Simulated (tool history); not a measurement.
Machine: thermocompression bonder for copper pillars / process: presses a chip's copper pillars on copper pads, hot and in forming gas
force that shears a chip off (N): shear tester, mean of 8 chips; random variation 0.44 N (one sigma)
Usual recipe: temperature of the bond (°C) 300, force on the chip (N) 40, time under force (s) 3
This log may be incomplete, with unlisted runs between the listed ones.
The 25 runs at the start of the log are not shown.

| run | hour | temperature of the bond (°C) | force on the chip (N) | time under force (s) | force that shears a chip off (N) |
|---|---|---|---|---|---|
| 26 | 435.9 | 274 | 36 | 4 | 48.9 |
| 27 | 457.7 | 329 | 36 | 4 | 90.7 |
| 28 | 475 | 300 | 26 | 5 | 58 |
| 29 | 498.5 | 300 | 40 | 4 | 74.1 |
| 30 | 519.6 | 300 | 40 | 4 | 73.8 |
| 31 | 544.6 | 286 | 40 | 4 | 62.8 |
| 32 | 555 | 286 | 40 | 4 | 62.8 |
| 33 | 567.3 | 329 | 40 | 4 | 94.2 |
| 34 | 589.5 | 329 | 40 | 4 | 93.8 |
| 35 | 611.4 | 296 | 29 | 3 | 50.7 |

Forecast each of these 4 alternatives for the next run:
| A | 630.5 | 300 | 40 | 3 | ? |
| B | 630.5 | 295 | 27 | 6 | ? |
| C | 630.5 | 317 | 29 | 3 | ? |
| D | 630.5 | 284 | 29 | 7 | ? |

| run | force that shears a chip off (N) |
|---|---|
| A | 68.1 |
| B | 60.5 |
| C | 66.4 |
| D | 57.8 |
Without the tool's unlogged condition, the same runs would have read:
| run | force that shears a chip off (N) |
|---|---|
| A | 67.8 |
| B | 60.2 |
| C | 66.2 |
| D | 57.5 |

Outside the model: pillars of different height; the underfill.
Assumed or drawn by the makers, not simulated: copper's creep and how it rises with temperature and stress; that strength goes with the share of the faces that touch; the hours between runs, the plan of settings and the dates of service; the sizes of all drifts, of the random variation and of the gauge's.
